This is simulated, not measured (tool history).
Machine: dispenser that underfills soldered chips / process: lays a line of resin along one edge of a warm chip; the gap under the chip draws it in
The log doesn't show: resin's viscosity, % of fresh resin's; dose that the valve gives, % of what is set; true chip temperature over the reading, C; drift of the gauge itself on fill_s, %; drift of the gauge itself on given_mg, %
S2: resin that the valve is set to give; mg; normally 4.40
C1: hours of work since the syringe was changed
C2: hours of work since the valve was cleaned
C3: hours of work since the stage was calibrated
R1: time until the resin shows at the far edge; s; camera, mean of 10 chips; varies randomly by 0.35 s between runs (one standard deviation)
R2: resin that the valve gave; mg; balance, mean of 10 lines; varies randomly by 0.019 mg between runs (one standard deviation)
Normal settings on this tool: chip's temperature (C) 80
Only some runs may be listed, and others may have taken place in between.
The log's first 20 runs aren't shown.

Run 21, hour 83.5: usual settings; C1 5; C2 65; C3 111. Result: R1 27.9 s, R2 4.28 mg.
At hour 88.3: new syringe of resin.
Run 22, hour 88.3: usual settings but chip's temperature (C) 94; C1 0; C2 69; C3 114. Result: R1 12.4 s, R2 4.27 mg.
Run 23, hour 91.9: usual settings but chip's temperature (C) 81, S2 5.33 mg; C1 3; C2 71; C3 117. Result: R1 21.2 s, R2 5.21 mg.
At hour 93.2: dispensing valve cleaned and set on the balance.
Run 24, hour 96.6: usual settings but chip's temperature (C) 85, S2 3.78 mg; C1 5; C2 2; C3 120. Result: R1 24.9 s, R2 3.78 mg.
Run 25, hour 98.8: usual settings but chip's temperature (C) 74, S2 4.15 mg; C1 7; C2 4; C3 121. Result: R1 38.7 s, R2 4.14 mg.
At hour 100.9: new syringe of resin.
Run 26, hour 102.8: usual settings but chip's temperature (C) 74, S2 4.15 mg; C1 1; C2 7; C3 124. Result: R1 23.4 s, R2 4.13 mg.
Run 27, hour 105.1: usual settings but chip's temperature (C) 74, S2 4.15 mg; C1 3; C2 8; C3 125. Result: R1 27.1 s, R2 4.11 mg.
Run 28, hour 109.5: usual settings but chip's temperature (C) 69, S2 3.97 mg; C1 6; C2 11; C3 128. Result: R1 42.8 s, R2 3.96 mg.
Run 29, hour 111.8: usual settings but chip's temperature (C) 92, S2 5.31 mg; C1 8; C2 13; C3 130. Result: R1 23.6 s, R2 5.26 mg.
At hour 112.6: new syringe of resin.
Run 30, hour 116.6: usual settings but chip's temperature (C) 95, S2 3.86 mg; C1 3; C2 16; C3 133. Result: R1 15.8 s, R2 3.82 mg.
Run 31, hour 121.3: usual settings but chip's temperature (C) 86, S2 5.37 mg; C1 6; C2 19; C3 137. Result: R1 24.9 s, R2 5.33 mg.
At hour 124.2: new syringe of resin.
Run 32, hour 124.3: usual settings but S2 5.46 mg; C1 0; C2 21; C3 138. Result: R1 18.2 s, R2 5.40 mg.
Run 33, hour 128.5: usual settings but chip's temperature (C) 72, S2 3.85 mg; C1 3; C2 24; C3 141. Result: R1 30.7 s, R2 3.82 mg.
Run 34, hour 131.1: usual settings but chip's temperature (C) 92, S2 5.05 mg; C1 5; C2 26; C3 143. Result: R1 19.7 s, R2 4.99 mg.
Run 35, hour 134.1: usual settings but chip's temperature (C) 68, S2 5.57 mg; C1 7; C2 28; C3 145. Result: R1 46.1 s, R2 5.52 mg.
At hour 136.1: new syringe of resin.
Run 36, hour 137.6: usual settings but chip's temperature (C) 74, S2 5.30 mg; C1 1; C2 31; C3 148. Result: R1 23.1 s, R2 5.22 mg.

Below are 3 alternative next runs, each starting from the tool's condition after run 36. Predict each:
Run A, hour 141.7: usual settings but chip's temperature (C) 70, S2 5.30 mg; C1 4; C2 33; C3 151. Result: R1 ?, R2 ?.
Run B, hour 141.7: usual settings but chip's temperature (C) 95, S2 5.47 mg; C1 4; C2 33; C3 151. Result: R1 ?, R2 ?.
Run C, hour 141.7: usual settings but chip's temperature (C) 74, S2 4.12 mg; C1 4; C2 33; C3 151. Result: R1 ?, R2 ?.

run    R1    R2
  A  32.7  5.24
  B  16.4  5.39
  C  29.1  4.05
Had the tool no hidden state, the same runs would have come out as:
run    R1    R2
  A  22.4  5.32
  B  11.4  5.47
  C  19.8  4.11
